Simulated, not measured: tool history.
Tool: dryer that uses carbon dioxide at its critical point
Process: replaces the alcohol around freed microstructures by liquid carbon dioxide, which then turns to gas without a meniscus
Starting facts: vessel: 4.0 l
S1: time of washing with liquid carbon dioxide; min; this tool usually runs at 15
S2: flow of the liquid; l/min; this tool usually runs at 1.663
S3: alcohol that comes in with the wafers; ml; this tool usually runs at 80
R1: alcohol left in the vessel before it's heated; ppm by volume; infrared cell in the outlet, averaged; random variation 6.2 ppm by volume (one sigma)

{"run": 1, "hour": 0.0, "S1": 15, "S2": 1.663, "S3": 80, "R1": 347}
{"run": 2, "hour": 13.7, "S1": 15, "S2": 1.663, "S3": 80, "R1": 349}
{"run": 3, "hour": 23.1, "S1": 11, "S2": 1.663, "S3": 80, "R1": 977}
{"run": 4, "hour": 38.6, "S1": 11, "S2": 1.663, "S3": 80, "R1": 955}
{"run": 5, "hour": 46.8, "S1": 15, "S2": 1.663, "S3": 80, "R1": 345}
{"run": 6, "hour": 60.6, "S1": 21, "S2": 1.663, "S3": 80, "R1": 78}
{"run": 7, "hour": 70.0, "S1": 21, "S2": 1.663, "S3": 80, "R1": 81}
{"run": 8, "hour": 79.9, "S1": 21, "S2": 1.663, "S3": 80, "R1": 92}
{"run": 9, "hour": 93.6, "S1": 21, "S2": 1.663, "S3": 80, "R1": 91}
{"run": 10, "hour": 102.2, "S1": 21, "S2": 1.663, "S3": 80, "R1": 97}
{"run": 11, "hour": 117.6, "S1": 21, "S2": 1.663, "S3": 80, "R1": 92}
{"run": 12, "hour": 129.8, "S1": 9, "S2": 2.81, "S3": 64, "R1": 245}
{"run": 13, "hour": 138.4, "S1": 9, "S2": 2.81, "S3": 64, "R1": 248}
{"run": 14, "hour": 153.2, "S1": 9, "S2": 2.81, "S3": 64, "R1": 240}
{"run": 15, "hour": 164.4, "S1": 15, "S2": 2.46, "S3": 80, "R1": 84}
{"run": 16, "hour": 180.6, "S1": 9, "S2": 2.46, "S3": 80, "R1": 460}
{"run": 17, "hour": 188.4, "S1": 21, "S2": 1.4, "S3": 90, "R1": 174}
{"run": 18, "hour": 195.3, "S1": 21, "S2": 1.19, "S3": 56, "R1": 218}
{"run": 19, "hour": 211.8, "S1": 21, "S2": 1.19, "S3": 56, "R1": 236}
{"run": 20, "hour": 223.9, "S1": 15, "S2": 1.46, "S3": 67, "R1": 422}
{"run": 21, "hour": 236.4, "S1": 19, "S2": 2.74, "S3": 104, "R1": 66}
{"run": 22, "hour": 244.0, "S1": 19, "S2": 1.0, "S3": 104, "R1": 964}

Missing from the log above: 1 entry noted between runs. For each, name the pair of listed runs it sits between and say how the tool's hidden condition differs from the listed run just before to the listed run just after:
Logged between run 5 and run 6: inlet filter changed (hour 52.5)
  flow that reaches the vessel past the clogged filter, %: 94.5 -> 99.9; alcohol in the recycled carbon dioxide, ppm: 42.2 -> 43
  measured less the result without the state, R1: +104 -> +38 ppm by volume
